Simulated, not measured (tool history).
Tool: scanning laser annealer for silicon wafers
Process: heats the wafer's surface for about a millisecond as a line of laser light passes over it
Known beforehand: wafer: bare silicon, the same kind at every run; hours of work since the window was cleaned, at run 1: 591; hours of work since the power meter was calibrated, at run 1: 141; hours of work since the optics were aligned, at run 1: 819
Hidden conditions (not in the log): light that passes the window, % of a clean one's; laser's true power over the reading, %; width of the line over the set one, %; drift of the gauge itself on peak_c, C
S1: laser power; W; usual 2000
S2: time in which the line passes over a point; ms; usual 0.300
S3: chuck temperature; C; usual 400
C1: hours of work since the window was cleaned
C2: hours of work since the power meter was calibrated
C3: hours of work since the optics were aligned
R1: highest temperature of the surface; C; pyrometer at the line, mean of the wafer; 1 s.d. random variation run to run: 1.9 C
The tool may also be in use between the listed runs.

| run | hour | S1 | S2 | S3 | C1 | C2 | C3 | R1 |
|---|---|---|---|---|---|---|---|---|
| 1 | 0.0 | 2000 | 0.300 | 400 | 591 | 141 | 819 | 1101 |
| 2 | 5.6 | 2000 | 0.300 | 400 | 594 | 143 | 822 | 1099 |
| 3 | 17.3 | 2000 | 0.300 | 400 | 599 | 149 | 827 | 1099 |
| 4 | 23.5 | 2000 | 0.300 | 400 | 602 | 151 | 830 | 1097 |
| 5 | 34.2 | 2000 | 0.300 | 400 | 607 | 156 | 834 | 1101 |
| 6 | 46.3 | 2000 | 0.300 | 400 | 612 | 162 | 840 | 1098 |
| 7 | 52.8 | 2000 | 0.300 | 400 | 615 | 164 | 843 | 1100 |
| 8 | 58.5 | 2000 | 0.300 | 400 | 617 | 167 | 845 | 1097 |
| 9 | 64.0 | 2000 | 0.300 | 400 | 620 | 169 | 848 | 1102 |
| 10 | 70.3 | 2000 | 0.300 | 400 | 623 | 172 | 850 | 1092 |
| 11 | 78.0 | 2000 | 0.300 | 400 | 626 | 176 | 854 | 1095 |
|  | 93.4 | window over the wafer cleaned |
| 12 | 93.4 | 2000 | 0.284 | 400 | 0 | 182 | 860 | 1129 |
| 13 | 104.8 | 2000 | 0.317 | 400 | 5 | 187 | 865 | 1174 |
| 14 | 118.2 | 2000 | 0.317 | 400 | 11 | 193 | 871 | 1166 |
| 15 | 124.2 | 2180 | 0.225 | 411 | 14 | 195 | 873 | 1134 |
| 16 | 135.3 | 2170 | 0.225 | 411 | 19 | 200 | 878 | 1131 |
| 17 | 141.9 | 2071 | 0.300 | 400 | 22 | 203 | 881 | 1183 |
| 18 | 149.9 | 2098 | 0.250 | 375 | 25 | 207 | 885 | 1099 |
| 19 | 159.1 | 2098 | 0.250 | 375 | 29 | 211 | 889 | 1099 |
| 20 | 170.0 | 2098 | 0.254 | 365 | 34 | 216 | 894 | 1096 |
| 21 | 178.4 | 2098 | 0.250 | 400 | 38 | 219 | 897 | 1123 |
| 22 | 188.5 | 2098 | 0.250 | 400 | 42 | 224 | 902 | 1126 |
| 23 | 200.7 | 2000 | 0.334 | 403 | 48 | 229 | 907 | 1189 |
| 24 | 213.4 | 2000 | 0.334 | 403 | 53 | 235 | 913 | 1190 |
| 25 | 223.4 | 2000 | 0.334 | 403 | 58 | 239 | 917 | 1187 |
| 26 | 235.7 | 1845 | 0.314 | 383 | 63 | 245 | 923 | 1073 |
| 27 | 249.1 | 2085 | 0.218 | 402 | 69 | 251 | 929 | 1070 |

Branching from run 27: 3 alternative next runs. What would each branch give?
| A | 261.1 | 2085 | 0.324 | 416 | 75 | 256 | 934 | ? |
| B | 261.1 | 1826 | 0.239 | 440 | 75 | 256 | 934 | ? |
| C | 261.1 | 2000 | 0.275 | 400 | 75 | 256 | 934 | ? |

| run | R1 |
|---|---|
| A | 1232 |
| B | 1032 |
| C | 1112 |
What these runs would have given with no unlogged condition in the tool:
| run | R1 |
|---|---|
| A | 1246 |
| B | 1043 |
| C | 1125 |
